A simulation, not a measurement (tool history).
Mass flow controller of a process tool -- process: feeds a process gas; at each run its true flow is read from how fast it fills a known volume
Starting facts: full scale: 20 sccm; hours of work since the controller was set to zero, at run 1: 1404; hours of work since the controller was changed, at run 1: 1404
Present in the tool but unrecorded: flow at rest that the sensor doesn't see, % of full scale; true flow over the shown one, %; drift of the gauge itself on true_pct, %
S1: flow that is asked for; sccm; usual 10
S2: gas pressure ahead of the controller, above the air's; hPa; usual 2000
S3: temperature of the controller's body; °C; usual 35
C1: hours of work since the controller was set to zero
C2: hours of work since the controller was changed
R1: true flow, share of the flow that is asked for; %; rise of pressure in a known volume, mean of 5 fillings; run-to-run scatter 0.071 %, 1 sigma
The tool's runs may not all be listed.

Run 1, hour 0: usual settings; C1 1404; C2 1404. Result: R1 99.7 %.
Run 2, hour 151: usual settings; C1 1480; C2 1480. Result: R1 99.59 %.
Run 3, hour 334.6: usual settings; C1 1572; C2 1572. Result: R1 99.43 %.
Run 4, hour 465.3: usual settings; C1 1638; C2 1638. Result: R1 99.31 %.
Run 5, hour 657.4: usual settings; C1 1734; C2 1734. Result: R1 99.25 %.
Run 6, hour 867.7: usual settings; C1 1840; C2 1840. Result: R1 99.13 %.
Run 7, hour 1060.6: usual settings; C1 1937; C2 1937. Result: R1 98.97 %.
Run 8, hour 1270: usual settings; C1 2042; C2 2042. Result: R1 98.95 %.
Run 9, hour 1447.5: usual settings but S1 6 sccm; C1 2131; C2 2131. Result: R1 98.38 %.
Run 10, hour 1546.2: usual settings but S1 6 sccm; C1 2181; C2 2181. Result: R1 98.2 %.
Run 11, hour 1734: usual settings but S1 6 sccm; C1 2275; C2 2275. Result: R1 98.15 %.
Run 12, hour 1948.4: usual settings but S1 6 sccm; C1 2383; C2 2383. Result: R1 98.17 %.
Run 13, hour 2066.2: usual settings but S1 6 sccm; C1 2442; C2 2442. Result: R1 98.09 %.
Run 14, hour 2205.6: usual settings but S1 6 sccm; C1 2512; C2 2512. Result: R1 97.98 %.
Run 15, hour 2337.1: usual settings but S1 3 sccm; C1 2578; C2 2578. Result: R1 97.6 %.
Run 16, hour 2533.5: usual settings but S2 2420 hPa; C1 2677; C2 2677. Result: R1 98.02 %.
Run 17, hour 2741.9: usual settings but S2 2420 hPa; C1 2782; C2 2782. Result: R1 97.84 %.
Run 18, hour 2902.5: usual settings but S2 2420 hPa; C1 2862; C2 2862. Result: R1 97.71 %.
Run 19, hour 2998.8: usual settings but S2 2420 hPa; C1 2911; C2 2911. Result: R1 97.54 %.
Run 20, hour 3188.9: usual settings but S2 2420 hPa; C1 3006; C2 3006. Result: R1 97.52 %.
Run 21, hour 3300.3: usual settings but S2 2420 hPa, S3 26 °C; C1 3062; C2 3062. Result: R1 96.82 %.
Run 22, hour 3493.2: usual settings; C1 3159; C2 3159. Result: R1 97.68 %.
Run 23, hour 3588.4: usual settings; C1 3207; C2 3207. Result: R1 97.71 %.
Run 24, hour 3735.3: usual settings but S1 3 sccm, S2 2600 hPa, S3 36 °C; C1 3281; C2 3281. Result: R1 96.46 %.
Run 25, hour 3881.5: usual settings but S1 3 sccm, S2 2600 hPa, S3 36 °C; C1 3354; C2 3354. Result: R1 96.36 %.
Run 26, hour 4057.1: usual settings but S1 7 sccm, S2 2180 hPa, S3 30 °C; C1 3442; C2 3442. Result: R1 96.52 %.
Run 27, hour 4167.9: usual settings but S3 31 °C; C1 3498; C2 3498. Result: R1 96.93 %.
Run 28, hour 4386.6: usual settings but S1 2 sccm, S2 1630 hPa, S3 37 °C; C1 3608; C2 3608. Result: R1 96.69 %.
Run 29, hour 4558.7: usual settings but S1 2 sccm, S2 1630 hPa, S3 37 °C; C1 3694; C2 3694. Result: R1 96.67 %.
Run 30, hour 4659: usual settings but S1 2 sccm, S2 1630 hPa, S3 37 °C; C1 3745; C2 3745. Result: R1 96.49 %.
Run 31, hour 4791.2: usual settings but S1 5 sccm, S2 1780 hPa, S3 40 °C; C1 3811; C2 3811. Result: R1 97.01 %.
Run 32, hour 4887.7: usual settings but S1 13 sccm; C1 3860; C2 3860. Result: R1 97.3 %.
At hour 5000.2: gauge calibrated.
Run 33, hour 5081.3: usual settings but S1 13 sccm; C1 3957; C2 3957. Result: R1 99.93 %.
Run 34, hour 5236.4: usual settings but S2 2190 hPa, S3 39 °C; C1 4035; C2 4035. Result: R1 99.72 %.
Run 35, hour 5364.8: usual settings but S1 3 sccm, S2 2270 hPa, S3 34 °C; C1 4099; C2 4099. Result: R1 98.22 %.
Run 36, hour 5508.5: usual settings but S1 3 sccm, S2 2270 hPa, S3 34 °C; C1 4172; C2 4172. Result: R1 98.3 %.
At hour 5595.2: controller's zero set anew.
Run 37, hour 5676: usual settings but S1 3 sccm, S2 2270 hPa, S3 34 °C; C1 41; C2 4255. Result: R1 98.19 %.
Run 38, hour 5784.7: usual settings but S1 3 sccm, S2 1570 hPa; C1 95; C2 4310. Result: R1 98.73 %.
Run 39, hour 5990.9: usual settings but S1 2 sccm, S2 2760 hPa; C1 199; C2 4414. Result: R1 97.56 %.
Run 40, hour 6104.2: usual settings but S2 2660 hPa, S3 28 °C; C1 256; C2 4471. Result: R1 97.96 %.
Run 41, hour 6264.3: usual settings but S1 8 sccm, S2 2400 hPa, S3 32 °C; C1 336; C2 4551. Result: R1 98.13 %.
Run 42, hour 6368.5: usual settings but S1 8 sccm, S2 2400 hPa, S3 30 °C; C1 388; C2 4603. Result: R1 97.95 %.
Run 43, hour 6463.3: usual settings but S1 8 sccm, S2 1410 hPa, S3 30 °C; C1 436; C2 4651. Result: R1 98.62 %.
Run 44, hour 6657.9: usual settings but S1 11 sccm, S3 25 °C; C1 534; C2 4749. Result: R1 98.03 %.
Run 45, hour 6776.3: usual settings but S1 11 sccm, S3 25 °C; C1 593; C2 4808. Result: R1 97.86 %.
Run 46, hour 6917: usual settings but S1 12 sccm, S3 39 °C; C1 664; C2 4879. Result: R1 99.11 %.

Alternative continuations, all from the tool just after run 46; predict every row:
Run A, hour 7044.7: usual settings but S3 26 °C; C1 728; C2 4943. Result: R1 ?.
Run B, hour 7044.7: usual settings but S1 5 sccm, S2 1790 hPa, S3 32 °C; C1 728; C2 4943. Result: R1 ?.
Run C, hour 7044.7: usual settings but S1 5 sccm, S2 1440 hPa; C1 728; C2 4943. Result: R1 ?.
Run D, hour 7044.7: usual settings but S1 2 sccm, S2 1880 hPa, S3 39 °C; C1 728; C2 4943. Result: R1 ?.

run     R1
  A  97.78
  B  97.89
  C  98.12
  D  97.96
What these runs would have given with no unlogged condition in the tool:
run     R1
  A  98.88
  B  98.98
  C  99.22
  D  99.05
